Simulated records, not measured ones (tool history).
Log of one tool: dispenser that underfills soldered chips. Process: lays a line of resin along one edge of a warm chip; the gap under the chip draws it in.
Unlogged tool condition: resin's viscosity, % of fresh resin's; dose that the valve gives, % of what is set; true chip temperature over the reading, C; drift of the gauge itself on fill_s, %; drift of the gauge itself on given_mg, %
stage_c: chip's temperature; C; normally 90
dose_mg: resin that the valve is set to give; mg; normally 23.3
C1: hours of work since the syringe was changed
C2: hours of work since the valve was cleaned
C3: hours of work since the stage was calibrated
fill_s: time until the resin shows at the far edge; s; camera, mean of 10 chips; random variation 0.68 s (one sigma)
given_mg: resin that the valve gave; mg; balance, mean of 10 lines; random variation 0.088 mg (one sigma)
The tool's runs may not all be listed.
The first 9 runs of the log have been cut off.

-- hour=34.1 new syringe of resin
run 10 hour=34.1 | stage_c=90 dose_mg=21.3 | C1=0 C2=28 C3=51 | fill_s=59.4 given_mg=21.02
run 11 hour=36.5 | stage_c=78 dose_mg=23.3 | C1=2 C2=30 C3=52 | fill_s=108.7 given_mg=23.1
run 12 hour=41.2 | stage_c=78 dose_mg=23.3 | C1=5 C2=34 C3=56 | fill_s=122.7 given_mg=22.9
run 13 hour=43.6 | stage_c=90 dose_mg=23.3 | C1=7 C2=35 C3=58 | fill_s=78.4 given_mg=22.9
-- hour=44.7 new syringe of resin
run 14 hour=46.7 | stage_c=90 dose_mg=23.3 | C1=1 C2=37 C3=60 | fill_s=64.6 given_mg=22.74
run 15 hour=52 | stage_c=90 dose_mg=23.3 | C1=5 C2=41 C3=64 | fill_s=74.2 given_mg=22.87
run 16 hour=54.4 | stage_c=90 dose_mg=23.3 | C1=7 C2=43 C3=65 | fill_s=78.8 given_mg=22.77
-- hour=55.2 new syringe of resin
run 17 hour=57.3 | stage_c=79 dose_mg=23.3 | C1=2 C2=45 C3=67 | fill_s=103.7 given_mg=22.8
run 18 hour=60.8 | stage_c=95 dose_mg=23.3 | C1=4 C2=48 C3=70 | fill_s=57.6 given_mg=22.78
run 19 hour=64.4 | stage_c=95 dose_mg=23.3 | C1=7 C2=50 C3=72 | fill_s=63 given_mg=22.81
-- hour=65.7 new syringe of resin
run 20 hour=68.3 | stage_c=92 dose_mg=23.6 | C1=2 C2=53 C3=75 | fill_s=60.9 given_mg=22.84
run 21 hour=72.6 | stage_c=77 dose_mg=28.3 | C1=5 C2=56 C3=78 | fill_s=127.7 given_mg=27.59
run 22 hour=75.6 | stage_c=89 dose_mg=24 | C1=7 C2=58 C3=81 | fill_s=82.3 given_mg=23.41
-- hour=76.5 new syringe of resin
run 23 hour=80.3 | stage_c=89 dose_mg=24 | C1=3 C2=62 C3=84 | fill_s=69.4 given_mg=23.26
run 24 hour=84.3 | stage_c=89 dose_mg=24 | C1=6 C2=64 C3=87 | fill_s=78.4 given_mg=23.3
-- hour=87.1 new syringe of resin
run 25 hour=88.8 | stage_c=89 dose_mg=24 | C1=1 C2=68 C3=90 | fill_s=65.6 given_mg=23.2
run 26 hour=93.2 | stage_c=100 dose_mg=20.5 | C1=4 C2=71 C3=93 | fill_s=49.4 given_mg=19.89
run 27 hour=96.6 | stage_c=100 dose_mg=20.5 | C1=7 C2=73 C3=95 | fill_s=54.4 given_mg=19.77
-- hour=97.5 new syringe of resin
run 28 hour=101.9 | stage_c=100 dose_mg=20.5 | C1=3 C2=77 C3=99 | fill_s=47.1 given_mg=19.9
run 29 hour=105.2 | stage_c=100 dose_mg=20.5 | C1=6 C2=79 C3=102 | fill_s=51.1 given_mg=19.72

Expected results for the next run?
-- hour=108.1 new syringe of resin
run 30 hour=109.5 | stage_c=101 dose_mg=27.8 | C1=1 C2=82 C3=105 | fill_s=? given_mg=?

fill_s: 38 s
given_mg: 26.89 mg
Were there no unlogged condition in the tool, this run, its random variation unchanged, would have produced fill_s 37.2 s, given_mg 27.87 mg.
